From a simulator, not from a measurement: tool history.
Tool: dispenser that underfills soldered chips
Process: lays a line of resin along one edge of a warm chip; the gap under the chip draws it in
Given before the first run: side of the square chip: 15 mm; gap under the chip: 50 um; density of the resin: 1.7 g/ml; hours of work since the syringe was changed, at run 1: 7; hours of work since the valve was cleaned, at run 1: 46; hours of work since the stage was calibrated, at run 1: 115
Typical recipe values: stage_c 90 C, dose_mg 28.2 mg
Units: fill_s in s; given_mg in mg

run	hour	stage_c	dose_mg	hours of work since the syringe was changed	hours of work since the valve was cleaned	hours of work since the stage was calibrated	fill_s	given_mg
1	0	90	28.2	7	46	115	243.6	27.06
# hour 5.8: new syringe of resin
2	8.9	90	28.2	2	52	121	183.8	26.78
3	15.3	90	24.4	6	56	125	240.8	22.95
# hour 22.8: new syringe of resin
4	25	90	27	2	62	131	178.4	25.25
5	29.1	90	27	4	65	134	211.7	25.26
6	33.1	90	27	7	68	137	237.8	25.22
# hour 39.5: new syringe of resin
7	39.5	90	28.2	0	72	141	168.1	26.38
8	43.7	90	28.2	3	75	144	198.4	26.15
9	52.7	90	28.4	9	81	150	266.7	26.29
# hour 56.6: new syringe of resin
10	59.6	90	28.4	2	85	154	191.5	25.95
11	64.6	90	28.4	5	89	158	217.4	25.95
12	72.3	90	27.2	11	94	163	292.4	24.83
# hour 73.6: new syringe of resin
13	79	90	27.2	4	98	167	210.3	24.77
14	84.7	90	27.2	8	102	171	250.4	24.43
# hour 88: dispensing valve cleaned and set on the balance
# hour 91.5: new syringe of resin
15	93.3	90	27.2	1	3	176	180.1	27.05
16	99.6	90	28.5	5	8	180	219.9	28.38
17	104.1	90	28.5	8	11	183	257.1	28.23
# hour 108.5: new syringe of resin
18	113.5	90	35.9	3	17	189	189.5	35.31
19	118.2	90	31.5	7	20	193	222.6	30.86
20	123.6	93	31.5	10	24	196	237.1	30.58
# hour 125.5: new syringe of resin
21	128.8	93	31.5	2	27	200	158.5	30.83
22	134	84	24.8	6	30	203	312.7	24.29
23	140.7	84	24.8	10	35	208	386.9	23.91
# hour 142.2: new syringe of resin
24	145.5	102	27.2	2	38	211	106.8	26.33
25	151	89	36.5	6	42	214	224.1	35.22
# hour 158.9: new syringe of resin
26	159.3	94	27.7	0	47	220	138.5	26.61
27	165	90	36.5	4	51	224	199.5	34.68
28	172.3	77	27.8	9	56	229	506.1	26.35
# hour 175.6: new syringe of resin
29	181.8	77	27.8	4	62	235	394.4	26.17
30	189.3	85	24	9	67	240	354	22.57
# hour 192.6: new syringe of resin
31	195.2	104	28	2	71	244	93.9	26.33
32	202.1	104	28	6	76	248	118.4	25.98
# hour 209.7: new syringe of resin
33	210.4	104	28	0	81	254	89.2	25.81
34	215.2	96	33.5	4	84	257	148.9	30.88
35	219.6	99	27.6	7	87	260	151.9	25.23
# hour 226.3: new syringe of resin
36	227.6	76	27.4	1	93	265	347.4	25.06

Branching from run 36: 3 alternative next runs. What would each branch give?
A	233.2	84	36.3	5	96	269	?	?
B	233.2	102	26.9	5	96	269	?	?
C	233.2	90	36.4	5	96	269	?	?

run	fill_s	given_mg
A	269.3	32.98
B	122	24.55
C	202.2	33.29
Had the tool no hidden state, the same runs would have come out as:
run	fill_s	given_mg
A	218.1	36.14
B	96.8	26.9
C	163.7	36.48
